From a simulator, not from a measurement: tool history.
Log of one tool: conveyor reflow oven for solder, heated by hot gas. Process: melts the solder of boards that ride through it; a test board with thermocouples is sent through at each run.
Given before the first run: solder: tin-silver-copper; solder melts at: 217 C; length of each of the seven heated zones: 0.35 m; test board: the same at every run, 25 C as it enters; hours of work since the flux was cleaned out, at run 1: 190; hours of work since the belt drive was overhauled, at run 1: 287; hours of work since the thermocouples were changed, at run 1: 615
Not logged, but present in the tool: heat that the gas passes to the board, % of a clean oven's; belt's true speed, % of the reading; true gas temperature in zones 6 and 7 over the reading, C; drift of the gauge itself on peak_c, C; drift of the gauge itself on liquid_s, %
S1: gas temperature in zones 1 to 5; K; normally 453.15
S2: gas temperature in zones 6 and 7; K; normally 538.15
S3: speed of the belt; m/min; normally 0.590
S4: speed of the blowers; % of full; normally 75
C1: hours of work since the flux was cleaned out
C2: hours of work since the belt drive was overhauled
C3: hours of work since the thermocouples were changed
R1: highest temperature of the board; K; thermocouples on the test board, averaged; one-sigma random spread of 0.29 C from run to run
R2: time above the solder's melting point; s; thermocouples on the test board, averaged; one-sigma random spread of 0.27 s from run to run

{"run": 1, "hour": 0.0, "S1": 453.15, "S2": 538.15, "S3": 0.59, "S4": 75, "C1": 190, "C2": 287, "C3": 615, "R1": 522.75, "R2": 53.6}
{"run": 2, "hour": 40.0, "S1": 453.15, "S2": 532.15, "S3": 0.59, "S4": 75, "C1": 206, "C2": 303, "C3": 631, "R1": 517.75, "R2": 48.6}
{"hour": 58.7, "done": "flux residue cleaned out of gas plates and filters"}
{"run": 3, "hour": 124.0, "S1": 453.15, "S2": 532.15, "S3": 0.59, "S4": 75, "C1": 27, "C2": 336, "C3": 663, "R1": 515.15, "R2": 47.0}
{"run": 4, "hour": 210.5, "S1": 453.15, "S2": 532.15, "S3": 0.59, "S4": 75, "C1": 62, "C2": 371, "C3": 698, "R1": 515.05, "R2": 46.3}
{"run": 5, "hour": 274.3, "S1": 453.15, "S2": 538.15, "S3": 0.59, "S4": 75, "C1": 88, "C2": 397, "C3": 724, "R1": 520.05, "R2": 50.5}
{"hour": 287.5, "done": "flux residue cleaned out of gas plates and filters, once more"}
{"run": 6, "hour": 344.7, "S1": 453.15, "S2": 551.15, "S3": 0.59, "S4": 75, "C1": 23, "C2": 423, "C3": 751, "R1": 536.25, "R2": 61.6}
{"run": 7, "hour": 386.8, "S1": 453.15, "S2": 551.15, "S3": 0.59, "S4": 75, "C1": 40, "C2": 440, "C3": 768, "R1": 535.75, "R2": 61.8}
{"run": 8, "hour": 436.4, "S1": 453.15, "S2": 538.15, "S3": 0.59, "S4": 75, "C1": 60, "C2": 460, "C3": 788, "R1": 524.25, "R2": 55.0}
{"run": 9, "hour": 484.1, "S1": 453.15, "S2": 546.15, "S3": 0.59, "S4": 75, "C1": 80, "C2": 480, "C3": 808, "R1": 530.95, "R2": 58.9}
{"run": 10, "hour": 556.3, "S1": 453.15, "S2": 538.15, "S3": 0.59, "S4": 75, "C1": 109, "C2": 509, "C3": 837, "R1": 523.65, "R2": 54.8}
{"run": 11, "hour": 623.1, "S1": 453.15, "S2": 538.15, "S3": 0.59, "S4": 75, "C1": 136, "C2": 536, "C3": 864, "R1": 523.55, "R2": 54.8}
{"run": 12, "hour": 666.9, "S1": 453.15, "S2": 546.15, "S3": 0.59, "S4": 75, "C1": 154, "C2": 554, "C3": 882, "R1": 530.55, "R2": 59.1}
{"run": 13, "hour": 707.5, "S1": 453.15, "S2": 538.15, "S3": 0.59, "S4": 84, "C1": 170, "C2": 570, "C3": 898, "R1": 525.15, "R2": 55.9}
{"run": 14, "hour": 752.4, "S1": 453.15, "S2": 527.15, "S3": 0.59, "S4": 84, "C1": 189, "C2": 589, "C3": 916, "R1": 514.95, "R2": 48.5}
{"run": 15, "hour": 803.2, "S1": 453.15, "S2": 527.15, "S3": 0.59, "S4": 84, "C1": 209, "C2": 609, "C3": 937, "R1": 515.25, "R2": 48.1}
{"hour": 811.8, "done": "flux residue cleaned out of gas plates and filters"}
{"run": 16, "hour": 892.5, "S1": 460.15, "S2": 538.15, "S3": 0.59, "S4": 75, "C1": 33, "C2": 643, "C3": 971, "R1": 525.75, "R2": 58.9}
{"run": 17, "hour": 966.5, "S1": 460.15, "S2": 536.15, "S3": 0.687, "S4": 68, "C1": 63, "C2": 673, "C3": 1001, "R1": 518.35, "R2": 44.1}
{"hour": 1010.3, "done": "thermocouples of zones 6 and 7 changed"}
{"run": 18, "hour": 1050.9, "S1": 454.15, "S2": 528.15, "S3": 0.569, "S4": 60, "C1": 96, "C2": 707, "C3": 16, "R1": 513.75, "R2": 48.0}
{"run": 19, "hour": 1129.2, "S1": 453.15, "S2": 547.15, "S3": 0.67, "S4": 74, "C1": 128, "C2": 739, "C3": 48, "R1": 526.65, "R2": 48.9}
{"run": 20, "hour": 1210.6, "S1": 459.15, "S2": 536.15, "S3": 0.59, "S4": 67, "C1": 161, "C2": 772, "C3": 81, "R1": 521.05, "R2": 55.0}
{"run": 21, "hour": 1262.8, "S1": 459.15, "S2": 536.15, "S3": 0.59, "S4": 67, "C1": 182, "C2": 793, "C3": 103, "R1": 521.05, "R2": 55.3}
{"hour": 1339.5, "done": "flux residue cleaned out of gas plates and filters"}
{"run": 22, "hour": 1345.6, "S1": 455.15, "S2": 538.15, "S3": 0.51, "S4": 75, "C1": 2, "C2": 824, "C3": 134, "R1": 528.45, "R2": 69.5}
{"run": 23, "hour": 1430.5, "S1": 453.15, "S2": 539.15, "S3": 0.59, "S4": 75, "C1": 37, "C2": 859, "C3": 169, "R1": 525.45, "R2": 56.2}

Expected results for the next run?
{"run": 24, "hour": 1496.4, "S1": 453.15, "S2": 539.15, "S3": 0.59, "S4": 75, "C1": 64, "C2": 886, "C3": 195, "R1": "?", "R2": "?"}

{"run 24": {"R1": 524.75, "R2": 56.1}}
Without the tool's hidden state the same run would have given R1 524.35 K, R2 54.8 s.

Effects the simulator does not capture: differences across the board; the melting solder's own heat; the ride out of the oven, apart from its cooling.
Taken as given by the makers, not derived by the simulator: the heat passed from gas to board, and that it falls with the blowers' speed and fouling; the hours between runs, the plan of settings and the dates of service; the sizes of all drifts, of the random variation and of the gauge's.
